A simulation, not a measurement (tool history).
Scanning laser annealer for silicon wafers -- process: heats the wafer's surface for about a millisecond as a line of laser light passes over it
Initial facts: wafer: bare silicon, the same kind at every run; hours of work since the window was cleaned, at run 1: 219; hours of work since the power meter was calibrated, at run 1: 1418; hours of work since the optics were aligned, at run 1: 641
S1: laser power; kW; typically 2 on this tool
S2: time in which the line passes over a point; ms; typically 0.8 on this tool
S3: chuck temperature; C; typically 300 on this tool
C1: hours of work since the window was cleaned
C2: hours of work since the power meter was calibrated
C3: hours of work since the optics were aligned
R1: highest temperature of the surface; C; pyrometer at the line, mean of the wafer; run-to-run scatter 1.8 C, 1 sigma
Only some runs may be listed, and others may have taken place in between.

run	hour	S1	S2	S3	C1	C2	C3	R1
1	0	2	0.8	300	219	1418	641	974
2	29.3	2	0.8	300	240	1438	662	971
3	85.7	2	0.8	296	279	1477	701	960
4	147.7	2	0.8	296	322	1520	744	958
5	210.5	2	0.8	296	366	1564	787	958
6	273.7	2	0.8	296	409	1608	831	952
7	323	2	0.8	272	444	1642	865	924
8	356.2	2	0.635	331	467	1665	889	907
# hour 370.8: window over the wafer cleaned
9	427.4	2.161	0.891	310	39	1713	937	1104
# hour 487.9: optics aligned, line set to its width
10	487.9	2.1	0.768	326	78	1751	0	1046
11	554.5	1.943	0.769	300	124	1798	46	957
12	594.8	1.729	0.631	287	152	1826	74	804
13	659.4	2.05	0.8	314	197	1870	119	1018
14	705	2.013	0.651	310	228	1902	151	926

Entry by entry between the runs, the difference in hidden state between the last listed run before and the first listed run after:
Logged between run 8 and run 9: window over the wafer cleaned (hour 370.8)
  light that passes the window, % of a clean one's: 93.92 -> 99.28; laser's true power over the reading, %: -0.61 -> -0.63; width of the line over the set one, %: 2.36 -> 2.47
  measured minus no-state result, R1: -56 -> -25 C
Logged between run 9 and run 10: optics aligned, line set to its width (hour 487.9)
  light that passes the window, % of a clean one's: 99.28 -> 98.81; laser's true power over the reading, %: -0.63 -> -0.64; width of the line over the set one, %: 2.47 -> 0.38
  measured minus no-state result, R1: -25 -> -17 C

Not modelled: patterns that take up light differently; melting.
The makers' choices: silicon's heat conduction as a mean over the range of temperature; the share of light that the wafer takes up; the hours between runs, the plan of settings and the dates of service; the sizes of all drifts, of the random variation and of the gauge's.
